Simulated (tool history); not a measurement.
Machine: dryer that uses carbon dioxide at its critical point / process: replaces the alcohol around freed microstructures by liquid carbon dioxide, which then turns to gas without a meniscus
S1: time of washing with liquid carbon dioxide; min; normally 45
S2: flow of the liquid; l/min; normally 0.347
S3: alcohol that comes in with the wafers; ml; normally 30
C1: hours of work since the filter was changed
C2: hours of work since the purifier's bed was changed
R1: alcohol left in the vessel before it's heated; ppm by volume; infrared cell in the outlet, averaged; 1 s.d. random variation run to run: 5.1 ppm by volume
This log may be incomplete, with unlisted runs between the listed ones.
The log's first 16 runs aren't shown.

Run 17, hour 457.8: usual settings but S1 66 min, S3 50 ml; C1 105; C2 457. Result: R1 113 ppm by volume.
Run 18, hour 495.3: usual settings but S1 66 min, S3 50 ml; C1 128; C2 480. Result: R1 122 ppm by volume.
Run 19, hour 517.1: usual settings but S1 54 min, S2 0.317 l/min, S3 63 ml; C1 142; C2 494. Result: R1 284 ppm by volume.
At hour 541.0: inlet filter changed.
Run 20, hour 557.0: usual settings but S1 54 min, S2 0.317 l/min, S3 63 ml; C1 10; C2 519. Result: R1 185 ppm by volume.
Run 21, hour 587.8: usual settings but S1 64 min; C1 29; C2 538. Result: R1 126 ppm by volume.
Run 22, hour 604.5: usual settings but S2 0.422 l/min, S3 55 ml; C1 40; C2 549. Result: R1 170 ppm by volume.
Run 23, hour 644.0: usual settings but S2 0.422 l/min, S3 55 ml; C1 65; C2 573. Result: R1 171 ppm by volume.
Run 24, hour 681.7: usual settings but S1 37 min, S2 0.422 l/min, S3 55 ml; C1 89; C2 597. Result: R1 279 ppm by volume.
Run 25, hour 698.3: usual settings but S1 37 min, S2 0.422 l/min, S3 55 ml; C1 99; C2 608. Result: R1 291 ppm by volume.
Run 26, hour 738.1: usual settings but S1 58 min, S2 0.474 l/min, S3 55 ml; C1 124; C2 633. Result: R1 145 ppm by volume.
Run 27, hour 773.5: usual settings but S1 59 min, S2 0.474 l/min, S3 41 ml; C1 146; C2 655. Result: R1 153 ppm by volume.
At hour 788.2: inlet filter changed.
Run 28, hour 796.6: usual settings but S1 29 min, S2 0.487 l/min, S3 96 ml; C1 5; C2 669. Result: R1 403 ppm by volume.

Expected results for the next run?
Run 29, hour 814.5: usual settings but S1 38 min; C1 17; C2 680. Result: R1 ?.

{"run 29": {"R1": 279}}
If the tool had no hidden condition, the same run with the same run-to-run variation would have returned R1 113 ppm by volume.
